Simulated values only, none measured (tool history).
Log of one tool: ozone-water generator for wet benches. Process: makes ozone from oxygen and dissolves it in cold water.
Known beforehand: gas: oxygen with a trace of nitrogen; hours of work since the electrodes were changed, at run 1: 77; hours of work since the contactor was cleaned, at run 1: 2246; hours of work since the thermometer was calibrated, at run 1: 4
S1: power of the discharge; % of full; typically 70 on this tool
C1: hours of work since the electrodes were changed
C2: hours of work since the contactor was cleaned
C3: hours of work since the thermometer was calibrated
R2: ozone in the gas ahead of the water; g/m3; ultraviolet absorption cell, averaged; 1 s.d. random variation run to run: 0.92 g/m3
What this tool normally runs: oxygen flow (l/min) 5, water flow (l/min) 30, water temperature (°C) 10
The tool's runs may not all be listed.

run 1 hour=0 | S1=70 oxygen_flow_(l/min)=5 water_flow_(l/min)=30 water_temperature_(°C)=10 | C1=77 C2=2246 C3=4 | dissolved_ozone_(ppm)=11.8 R2=153.9
run 2 hour=15.5 | S1=70 oxygen_flow_(l/min)=5 water_flow_(l/min)=30 water_temperature_(°C)=10 | C1=90 C2=2259 C3=17 | dissolved_ozone_(ppm)=11.8 R2=153.5
run 3 hour=37.6 | S1=70 oxygen_flow_(l/min)=5 water_flow_(l/min)=31 water_temperature_(°C)=10 | C1=108 C2=2277 C3=35 | dissolved_ozone_(ppm)=11.5 R2=153.7
run 4 hour=61.2 | S1=70 oxygen_flow_(l/min)=5 water_flow_(l/min)=30 water_temperature_(°C)=11 | C1=127 C2=2296 C3=54 | dissolved_ozone_(ppm)=11.6 R2=152.8
run 5 hour=86.4 | S1=70 oxygen_flow_(l/min)=5 water_flow_(l/min)=36 water_temperature_(°C)=11 | C1=148 C2=2317 C3=75 | dissolved_ozone_(ppm)=10.1 R2=153
run 6 hour=109.5 | S1=56 oxygen_flow_(l/min)=5 water_flow_(l/min)=30 water_temperature_(°C)=10 | C1=167 C2=2336 C3=94 | dissolved_ozone_(ppm)=10.5 R2=135.1
run 7 hour=124.1 | S1=56 oxygen_flow_(l/min)=5 water_flow_(l/min)=30 water_temperature_(°C)=10 | C1=179 C2=2348 C3=105 | dissolved_ozone_(ppm)=10.4 R2=136.7
run 8 hour=153 | S1=56 oxygen_flow_(l/min)=5 water_flow_(l/min)=30 water_temperature_(°C)=10 | C1=202 C2=2371 C3=129 | dissolved_ozone_(ppm)=10.4 R2=136
run 9 hour=167.3 | S1=56 oxygen_flow_(l/min)=5 water_flow_(l/min)=30 water_temperature_(°C)=10 | C1=214 C2=2383 C3=141 | dissolved_ozone_(ppm)=10.5 R2=135.5
run 10 hour=180.2 | S1=56 oxygen_flow_(l/min)=5 water_flow_(l/min)=30 water_temperature_(°C)=10 | C1=225 C2=2394 C3=151 | dissolved_ozone_(ppm)=10.4 R2=134
run 11 hour=206.1 | S1=70 oxygen_flow_(l/min)=5 water_flow_(l/min)=30 water_temperature_(°C)=18 | C1=246 C2=2415 C3=173 | dissolved_ozone_(ppm)=11.1 R2=152.6
run 12 hour=230.4 | S1=70 oxygen_flow_(l/min)=5 water_flow_(l/min)=30 water_temperature_(°C)=18 | C1=266 C2=2435 C3=193 | dissolved_ozone_(ppm)=10.8 R2=154
run 13 hour=259.5 | S1=66 oxygen_flow_(l/min)=5 water_flow_(l/min)=30 water_temperature_(°C)=10 | C1=290 C2=2459 C3=216 | dissolved_ozone_(ppm)=11.3 R2=149
run 14 hour=288.7 | S1=55 oxygen_flow_(l/min)=5 water_flow_(l/min)=30 water_temperature_(°C)=10 | C1=314 C2=2483 C3=240 | dissolved_ozone_(ppm)=10.5 R2=133.7
run 15 hour=310.9 | S1=70 oxygen_flow_(l/min)=5 water_flow_(l/min)=30 water_temperature_(°C)=7 | C1=332 C2=2501 C3=258 | dissolved_ozone_(ppm)=12 R2=152
run 16 hour=328.3 | S1=70 oxygen_flow_(l/min)=5 water_flow_(l/min)=30 water_temperature_(°C)=7 | C1=346 C2=2515 C3=273 | dissolved_ozone_(ppm)=12.2 R2=153.1
run 17 hour=345.3 | S1=57 oxygen_flow_(l/min)=5 water_flow_(l/min)=30 water_temperature_(°C)=10 | C1=360 C2=2529 C3=287 | dissolved_ozone_(ppm)=10.4 R2=135.8
-- hour=351.5 contactor cleaned
run 18 hour=362.9 | S1=65 oxygen_flow_(l/min)=8.79 water_flow_(l/min)=38 water_temperature_(°C)=5 | C1=371 C2=9 C3=298 | dissolved_ozone_(ppm)=9.4 R2=100.5
run 19 hour=381 | S1=65 oxygen_flow_(l/min)=8.79 water_flow_(l/min)=38 water_temperature_(°C)=5 | C1=386 C2=24 C3=313 | dissolved_ozone_(ppm)=9.4 R2=98.1
run 20 hour=408.4 | S1=87 oxygen_flow_(l/min)=8.79 water_flow_(l/min)=38 water_temperature_(°C)=5 | C1=408 C2=47 C3=335 | dissolved_ozone_(ppm)=10.9 R2=117.4

Run 21 is up next; what results do you expect?
run 21 hour=428.1 | S1=43 oxygen_flow_(l/min)=5 water_flow_(l/min)=30 water_temperature_(°C)=10 | C1=424 C2=63 C3=351 | dissolved_ozone_(ppm)=? R2=?

dissolved ozone (ppm): 9
R2: 116.3 g/m3
Take away the tool's hidden state, keep the run-to-run variation as it was, and the same run would have given dissolved ozone (ppm) 9.4, R2 117 g/m3.

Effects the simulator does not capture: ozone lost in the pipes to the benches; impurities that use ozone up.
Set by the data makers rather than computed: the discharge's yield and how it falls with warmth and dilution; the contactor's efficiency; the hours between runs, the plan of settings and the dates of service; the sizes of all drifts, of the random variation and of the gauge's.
